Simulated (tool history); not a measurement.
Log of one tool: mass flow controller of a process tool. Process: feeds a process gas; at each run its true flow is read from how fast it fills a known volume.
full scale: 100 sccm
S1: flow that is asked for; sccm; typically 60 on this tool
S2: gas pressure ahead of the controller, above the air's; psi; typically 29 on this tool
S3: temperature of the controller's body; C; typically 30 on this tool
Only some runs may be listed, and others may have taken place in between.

Run 1, hour 0: usual settings. Result: true flow (%) 99.32.
Run 2, hour 59.8: usual settings. Result: true flow (%) 99.43.
Run 3, hour 146: usual settings but S1 14 sccm. Result: true flow (%) 97.87.
Run 4, hour 217.8: usual settings but S1 14 sccm. Result: true flow (%) 97.89.
Run 5, hour 306.1: usual settings but S1 14 sccm. Result: true flow (%) 97.84.
Run 6, hour 392.8: usual settings but S1 14 sccm. Result: true flow (%) 97.87.
Run 7, hour 488.5: usual settings. Result: true flow (%) 99.65.
Run 8, hour 544: usual settings. Result: true flow (%) 99.76.
Run 9, hour 662.6: usual settings but S3 23 C. Result: true flow (%) 100.3.
Run 10, hour 750.5: usual settings but S3 23 C. Result: true flow (%) 100.16.
Run 11, hour 814.6: usual settings but S2 25.4 psi, S3 23 C. Result: true flow (%) 100.19.
Run 12, hour 913.6: usual settings but S2 25.4 psi, S3 23 C. Result: true flow (%) 100.3.
Run 13, hour 1012.3: usual settings but S2 25.4 psi, S3 23 C. Result: true flow (%) 100.31.
Run 14, hour 1076.7: usual settings but S2 25.4 psi, S3 23 C. Result: true flow (%) 100.26.
Run 15, hour 1148.7: usual settings but S2 25.4 psi, S3 23 C. Result: true flow (%) 100.35.
Run 16, hour 1261.9: usual settings but S2 34.7 psi. Result: true flow (%) 100.2.
Run 17, hour 1361.1: usual settings but S2 34.7 psi. Result: true flow (%) 100.26.
Run 18, hour 1419.9: usual settings. Result: true flow (%) 100.05.
Run 19, hour 1488.7: usual settings. Result: true flow (%) 100.19.
Run 20, hour 1554.8: usual settings. Result: true flow (%) 100.05.
Run 21, hour 1663.9: usual settings. Result: true flow (%) 100.3.
Run 22, hour 1773.5: usual settings. Result: true flow (%) 100.27.
Run 23, hour 1885.9: usual settings. Result: true flow (%) 100.35.
Run 24, hour 1993.9: usual settings. Result: true flow (%) 100.46.
Run 25, hour 2108.5: usual settings. Result: true flow (%) 100.44.
Run 26, hour 2164.4: usual settings but S1 21 sccm, S2 25.5 psi, S3 29 C. Result: true flow (%) 99.07.
Run 27, hour 2269.6: usual settings but S1 21 sccm, S2 25.5 psi, S3 29 C. Result: true flow (%) 99.
Run 28, hour 2346.4: usual settings but S1 21 sccm, S2 25.5 psi, S3 31 C. Result: true flow (%) 98.98.
Run 29, hour 2444: usual settings but S1 76 sccm, S3 39 C. Result: true flow (%) 100.54.
Run 30, hour 2533.6: usual settings but S1 15 sccm, S3 39 C. Result: true flow (%) 97.96.
Run 31, hour 2607.9: usual settings but S1 79 sccm, S3 25 C. Result: true flow (%) 101.7.
Run 32, hour 2667.8: usual settings but S3 20 C. Result: true flow (%) 101.45.
Run 33, hour 2719.3: usual settings but S3 20 C. Result: true flow (%) 101.54.
Run 34, hour 2795.5: usual settings but S3 35 C. Result: true flow (%) 100.53.
Run 35, hour 2855.3: usual settings but S3 23 C. Result: true flow (%) 101.4.
Run 36, hour 2956.1: usual settings but S3 23 C. Result: true flow (%) 101.32.
Run 37, hour 3057.4: usual settings but S1 91 sccm, S2 21 psi. Result: true flow (%) 101.48.
Run 38, hour 3170.6: usual settings but S1 27 sccm, S2 29.2 psi. Result: true flow (%) 99.85.
Run 39, hour 3253.8: usual settings but S1 14 sccm, S2 40.3 psi, S3 21 C. Result: true flow (%) 99.61.
Run 40, hour 3354: usual settings but S1 13 sccm, S2 27 psi, S3 27 C. Result: true flow (%) 98.64.
Run 41, hour 3461.6: usual settings but S1 32 sccm, S2 32.5 psi, S3 28 C. Result: true flow (%) 100.39.
Run 42, hour 3570: usual settings but S1 40 sccm, S2 29.3 psi, S3 28 C. Result: true flow (%) 100.65.
Run 43, hour 3686.7: usual settings but S1 26 sccm, S2 21 psi, S3 23 C. Result: true flow (%) 100.37.
Run 44, hour 3768: usual settings but S1 50 sccm, S2 38.7 psi, S3 26 C. Result: true flow (%) 101.68.
Run 45, hour 3850.7: usual settings but S1 41 sccm, S2 23.9 psi, S3 35 C. Result: true flow (%) 100.36.
Run 46, hour 3930.7: usual settings but S1 41 sccm, S2 23.9 psi, S3 35 C. Result: true flow (%) 100.45.
Run 47, hour 4042.8: usual settings but S3 27 C. Result: true flow (%) 101.74.

Below are 3 alternative next runs, each starting from the tool's condition after run 47. Predict each:
Run A, hour 4155: usual settings but S1 66 sccm, S2 23.6 psi, S3 33 C. Result: true flow (%) ?.
Run B, hour 4155: usual settings but S1 17 sccm, S3 27 C. Result: true flow (%) ?.
Run C, hour 4155: usual settings. Result: true flow (%) ?.

run  true flow (%)
  A         101.35
  B          99.65
  C         101.54
The same runs, with their run-to-run variation unchanged, on a tool lacking any hidden condition would have given:
run  true flow (%)
  A          98.54
  B          97.99
  C          98.76
